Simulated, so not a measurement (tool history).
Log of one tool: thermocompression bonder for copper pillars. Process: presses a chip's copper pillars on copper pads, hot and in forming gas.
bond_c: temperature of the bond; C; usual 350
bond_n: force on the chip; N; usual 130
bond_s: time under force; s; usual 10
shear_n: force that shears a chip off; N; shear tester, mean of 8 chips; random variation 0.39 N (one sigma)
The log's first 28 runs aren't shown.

| run | day | bond_c | bond_n | bond_s | shear_n |
|---|---|---|---|---|---|
| 29 | 8.475 | 325 | 83 | 27 | 52.3 |
| 30 | 8.875 | 325 | 83 | 27 | 51.7 |
| 31 | 9.196 | 368 | 130 | 11 | 78.2 |
| 32 | 9.512 | 348 | 131 | 12 | 68.1 |
| 33 | 9.750 | 350 | 128 | 7 | 55.9 |
| 34 | 10.104 | 350 | 128 | 7 | 55.8 |
| 35 | 10.325 | 350 | 130 | 12 | 68.7 |
| 36 | 10.600 | 363 | 187 | 10 | 90.9 |
| 37 | 10.783 | 375 | 147 | 16 | 100.4 |
| 38 | 11.150 | 375 | 147 | 16 | 98.5 |

Forecast each of these 3 alternatives for the next run:
| A | 11.425 | 371 | 147 | 7 | ? |
| B | 11.425 | 346 | 147 | 16 | ? |
| C | 11.425 | 375 | 147 | 22 | ? |

| run | shear_n |
|---|---|
| A | 74.8 |
| B | 80.0 |
| C | 106.6 |
Without the tool's hidden state the same runs would have given:
| run | shear_n |
|---|---|
| A | 74.9 |
| B | 80.0 |
| C | 106.7 |

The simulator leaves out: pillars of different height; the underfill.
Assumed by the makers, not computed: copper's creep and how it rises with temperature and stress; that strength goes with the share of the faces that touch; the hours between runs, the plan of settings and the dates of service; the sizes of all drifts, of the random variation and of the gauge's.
